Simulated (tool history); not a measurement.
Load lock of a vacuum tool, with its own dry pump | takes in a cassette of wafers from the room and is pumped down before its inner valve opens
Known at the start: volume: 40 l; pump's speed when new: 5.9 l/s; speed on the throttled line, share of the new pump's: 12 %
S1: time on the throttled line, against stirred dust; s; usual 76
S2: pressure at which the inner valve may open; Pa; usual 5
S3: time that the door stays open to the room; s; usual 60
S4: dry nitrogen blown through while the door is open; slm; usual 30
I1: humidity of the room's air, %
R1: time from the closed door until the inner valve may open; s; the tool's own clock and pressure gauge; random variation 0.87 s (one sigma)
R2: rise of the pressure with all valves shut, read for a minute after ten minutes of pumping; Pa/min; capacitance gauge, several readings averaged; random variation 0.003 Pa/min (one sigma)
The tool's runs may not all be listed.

{"run": 1, "day": 0.0, "S1": 76, "S2": 5, "S3": 60, "S4": 30, "I1": 48.7, "R1": 140.4, "R2": 0.052}
{"run": 2, "day": 21.9, "S1": 53, "S2": 5, "S3": 60, "S4": 30, "I1": 44.7, "R1": 120.7, "R2": 0.053}
{"run": 3, "day": 33.438, "S1": 76, "S2": 6, "S3": 60, "S4": 30, "I1": 42.9, "R1": 139.9, "R2": 0.058}
{"run": 4, "day": 47.312, "S1": 76, "S2": 6, "S3": 60, "S4": 30, "I1": 45.3, "R1": 140, "R2": 0.053}
{"run": 5, "day": 58.138, "S1": 76, "S2": 6, "S3": 60, "S4": 30, "I1": 44.2, "R1": 138.9, "R2": 0.058}
{"run": 6, "day": 75.883, "S1": 57, "S2": 5, "S3": 60, "S4": 30, "I1": 42.6, "R1": 126.1, "R2": 0.06}
{"run": 7, "day": 90.7, "S1": 57, "S2": 5, "S3": 60, "S4": 30, "I1": 45.1, "R1": 125.5, "R2": 0.06}
{"run": 8, "day": 107.458, "S1": 57, "S2": 5, "S3": 60, "S4": 30, "I1": 48.7, "R1": 127.2, "R2": 0.065}
{"run": 9, "day": 121.062, "S1": 76, "S2": 5, "S3": 60, "S4": 9, "I1": 46.8, "R1": 142.8, "R2": 0.092}
{"run": 10, "day": 138.396, "S1": 76, "S2": 5, "S3": 60, "S4": 9, "I1": 43.8, "R1": 142.7, "R2": 0.089}
{"run": 11, "day": 151.421, "S1": 76, "S2": 5, "S3": 60, "S4": 9, "I1": 47.6, "R1": 142.3, "R2": 0.099}
{"run": 12, "day": 164.012, "S1": 76, "S2": 5, "S3": 60, "S4": 9, "I1": 44.6, "R1": 144.1, "R2": 0.094}
{"run": 13, "day": 181.475, "S1": 76, "S2": 5, "S3": 60, "S4": 8, "I1": 46.1, "R1": 143.8, "R2": 0.099}
{"run": 14, "day": 196.271, "S1": 76, "S2": 5, "S3": 60, "S4": 8, "I1": 45.2, "R1": 145.9, "R2": 0.103}
{"run": 15, "day": 214.808, "S1": 76, "S2": 5, "S3": 65, "S4": 30, "I1": 46.8, "R1": 147.5, "R2": 0.089}
{"run": 16, "day": 231.754, "S1": 76, "S2": 5, "S3": 65, "S4": 30, "I1": 46.6, "R1": 144.3, "R2": 0.088}
{"run": 17, "day": 246.375, "S1": 76, "S2": 5, "S3": 65, "S4": 30, "I1": 43.3, "R1": 147.1, "R2": 0.085}
{"run": 18, "day": 255.325, "S1": 76, "S2": 5, "S3": 65, "S4": 30, "I1": 42.1, "R1": 146.2, "R2": 0.088}
{"run": 19, "day": 272.104, "S1": 118, "S2": 7, "S3": 60, "S4": 30, "I1": 44.8, "R1": 179.8, "R2": 0.087}
{"run": 20, "day": 282.592, "S1": 99, "S2": 7, "S3": 60, "S4": 22, "I1": 43.7, "R1": 166.2, "R2": 0.097}
{"run": 21, "day": 304.504, "S1": 99, "S2": 7, "S3": 60, "S4": 22, "I1": 44.1, "R1": 164.8, "R2": 0.108}
{"run": 22, "day": 314.125, "S1": 76, "S2": 7, "S3": 30, "S4": 14, "I1": 45.1, "R1": 143.9, "R2": 0.09}
{"run": 23, "day": 328.729, "S1": 124, "S2": 9, "S3": 45, "S4": 6, "I1": 43.5, "R1": 184.1, "R2": 0.111}
{"run": 24, "day": 343.75, "S1": 67, "S2": 7, "S3": 30, "S4": 20, "I1": 43.9, "R1": 137.6, "R2": 0.093}
{"day": 364.725, "done": "dry pump taken out, an overhauled one fitted"}
{"run": 25, "day": 364.725, "S1": 71, "S2": 5, "S3": 57, "S4": 20, "I1": 45.7, "R1": 132.7, "R2": 0.113}
{"run": 26, "day": 378.438, "S1": 71, "S2": 5, "S3": 57, "S4": 20, "I1": 46, "R1": 131.9, "R2": 0.112}
{"run": 27, "day": 387.95, "S1": 71, "S2": 5, "S3": 57, "S4": 20, "I1": 47.9, "R1": 131.8, "R2": 0.128}
{"run": 28, "day": 397.725, "S1": 71, "S2": 5, "S3": 57, "S4": 20, "I1": 42.8, "R1": 130.3, "R2": 0.114}
{"run": 29, "day": 409.442, "S1": 46, "S2": 6, "S3": 60, "S4": 30, "I1": 45.1, "R1": 109.1, "R2": 0.114}

Forecast each of these 4 alternatives for the next run:
{"run": "A", "day": 418.912, "S1": 76, "S2": 9, "S3": 208, "S4": 15, "I1": 49.5, "R1": "?", "R2": "?"}
{"run": "B", "day": 418.912, "S1": 147, "S2": 7, "S3": 60, "S4": 20, "I1": 45.4, "R1": "?", "R2": "?"}
{"run": "C", "day": 418.912, "S1": 76, "S2": 5, "S3": 130, "S4": 30, "I1": 47.2, "R1": "?", "R2": "?"}
{"run": "D", "day": 418.912, "S1": 76, "S2": 7, "S3": 60, "S4": 30, "I1": 44.6, "R1": "?", "R2": "?"}

run=A R1=130.7 R2=0.231
run=B R1=196.8 R2=0.129
run=C R1=135 R2=0.154
run=D R1=133.9 R2=0.115
Without the tool's hidden state the same runs would have given:
run=A R1=129.9 R2=0.152
run=B R1=196.1 R2=0.05
run=C R1=134.2 R2=0.074
run=D R1=133.1 R2=0.037
